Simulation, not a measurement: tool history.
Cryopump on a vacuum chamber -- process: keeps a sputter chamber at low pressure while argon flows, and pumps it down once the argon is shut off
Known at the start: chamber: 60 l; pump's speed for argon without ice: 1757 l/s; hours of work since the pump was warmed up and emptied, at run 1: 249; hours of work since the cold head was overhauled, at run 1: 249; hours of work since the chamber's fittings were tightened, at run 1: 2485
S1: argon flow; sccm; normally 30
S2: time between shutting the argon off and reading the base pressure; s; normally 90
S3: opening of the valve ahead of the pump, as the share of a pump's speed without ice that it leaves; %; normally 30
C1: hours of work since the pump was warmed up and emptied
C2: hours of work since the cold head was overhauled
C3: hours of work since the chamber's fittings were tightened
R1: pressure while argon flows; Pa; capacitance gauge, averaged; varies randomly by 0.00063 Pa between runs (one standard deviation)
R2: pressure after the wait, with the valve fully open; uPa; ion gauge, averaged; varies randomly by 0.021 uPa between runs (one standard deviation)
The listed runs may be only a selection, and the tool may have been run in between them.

run 1 day=0.000 | S1=30 S2=90 S3=30 | C1=249 C2=249 C3=2485 | R1=0.0987 R2=1.31
run 2 day=1.996 | S1=30 S2=90 S3=30 | C1=289 C2=289 C3=2525 | R1=0.0966 R2=1.41
run 3 day=3.754 | S1=30 S2=90 S3=30 | C1=324 C2=324 C3=2560 | R1=0.0985 R2=1.37
run 4 day=5.442 | S1=30 S2=90 S3=34 | C1=357 C2=357 C3=2593 | R1=0.0874 R2=1.47
run 5 day=7.833 | S1=20 S2=90 S3=30 | C1=405 C2=405 C3=2641 | R1=0.0673 R2=1.48
run 6 day=9.471 | S1=30 S2=90 S3=30 | C1=438 C2=438 C3=2674 | R1=0.1000 R2=1.51
run 7 day=11.525 | S1=30 S2=90 S3=30 | C1=479 C2=479 C3=2715 | R1=0.1017 R2=1.56
run 8 day=13.833 | S1=30 S2=90 S3=30 | C1=525 C2=525 C3=2761 | R1=0.1006 R2=1.61
run 9 day=15.450 | S1=30 S2=90 S3=30 | C1=557 C2=557 C3=2793 | R1=0.1009 R2=1.62
run 10 day=17.688 | S1=30 S2=90 S3=30 | C1=602 C2=602 C3=2838 | R1=0.1027 R2=1.60
run 11 day=19.871 | S1=30 S2=90 S3=30 | C1=646 C2=646 C3=2882 | R1=0.1021 R2=1.68
run 12 day=21.442 | S1=30 S2=90 S3=30 | C1=677 C2=677 C3=2913 | R1=0.1030 R2=1.70
run 13 day=23.150 | S1=30 S2=90 S3=30 | C1=711 C2=711 C3=2947 | R1=0.1028 R2=1.77
run 14 day=24.921 | S1=30 S2=90 S3=30 | C1=747 C2=747 C3=2983 | R1=0.1042 R2=1.76
run 15 day=27.033 | S1=30 S2=49 S3=30 | C1=789 C2=789 C3=3025 | R1=0.1045 R2=2.04
run 16 day=29.025 | S1=30 S2=49 S3=30 | C1=829 C2=829 C3=3065 | R1=0.1051 R2=1.99
run 17 day=31.325 | S1=30 S2=234 S3=30 | C1=875 C2=875 C3=3111 | R1=0.1051 R2=1.85
-- day=33.488 pump warmed up, emptied and cooled again
run 18 day=33.646 | S1=24 S2=90 S3=30 | C1=3 C2=917 C3=3153 | R1=0.0776 R2=1.51
run 19 day=34.646 | S1=49 S2=90 S3=30 | C1=23 C2=937 C3=3173 | R1=0.1579 R2=1.55
run 20 day=36.621 | S1=49 S2=140 S3=31 | C1=63 C2=976 C3=3212 | R1=0.1528 R2=1.48
run 21 day=38.121 | S1=49 S2=140 S3=31 | C1=93 C2=1006 C3=3242 | R1=0.1558 R2=1.54
run 22 day=40.229 | S1=49 S2=140 S3=31 | C1=135 C2=1048 C3=3284 | R1=0.1552 R2=1.61
run 23 day=42.292 | S1=28 S2=57 S3=31 | C1=176 C2=1090 C3=3326 | R1=0.0891 R2=1.75
run 24 day=43.917 | S1=14 S2=234 S3=18 | C1=208 C2=1122 C3=3358 | R1=0.0758 R2=1.57
run 25 day=45.254 | S1=14 S2=234 S3=18 | C1=235 C2=1149 C3=3385 | R1=0.0767 R2=1.69
run 26 day=47.200 | S1=38 S2=174 S3=33 | C1=274 C2=1188 C3=3424 | R1=0.1150 R2=1.69
run 27 day=48.604 | S1=21 S2=174 S3=20 | C1=302 C2=1216 C3=3452 | R1=0.1033 R2=1.71
run 28 day=49.733 | S1=21 S2=174 S3=20 | C1=325 C2=1238 C3=3474 | R1=0.1039 R2=1.72
run 29 day=51.988 | S1=21 S2=174 S3=20 | C1=370 C2=1283 C3=3519 | R1=0.1048 R2=1.77
run 30 day=53.858 | S1=53 S2=90 S3=25 | C1=407 C2=1321 C3=3557 | R1=0.2122 R2=1.87
run 31 day=56.012 | S1=29 S2=97 S3=30 | C1=450 C2=1364 C3=3600 | R1=0.0980 R2=1.90
run 32 day=58.250 | S1=57 S2=183 S3=27 | C1=495 C2=1408 C3=3644 | R1=0.2136 R2=1.89
run 33 day=59.796 | S1=30 S2=61 S3=19 | C1=526 C2=1439 C3=3675 | R1=0.1573 R2=2.11

A few steps of R1 between consecutive runs. Split each: what settings, incoming material and random variation would produce without the hidden state, and what is left over for the hidden state, along with gauge scatter present in only one of the two compared results (measured, and without hidden state):
Unlogged tool condition in this case: pump's speed, % of a pump's without ice; cold plate's temperature, K; leak into the chamber, uPa l/s; drift of the gauge itself on working_pa, %; drift of the gauge itself on base_upa, %.
Run 17 -> 18: S1 30 -> 24, S2 234 -> 90, pump warmed up, emptied and cooled again. R1 -0.0275 Pa: hidden state -0.0087, all else -0.0188.
Run 29 -> 30: S1 21 -> 53, S2 174 -> 90, S3 20 -> 25. R1 +0.1074 Pa: hidden state +0.0053, all else +0.1021.
Run 30 -> 31: S1 53 -> 29, S2 90 -> 97, S3 25 -> 30. R1 -0.1142 Pa: hidden state -0.0033, all else -0.1109.
Run 31 -> 32: S1 29 -> 57, S2 97 -> 183, S3 30 -> 27. R1 +0.1156 Pa: hidden state +0.0058, all else +0.1098.
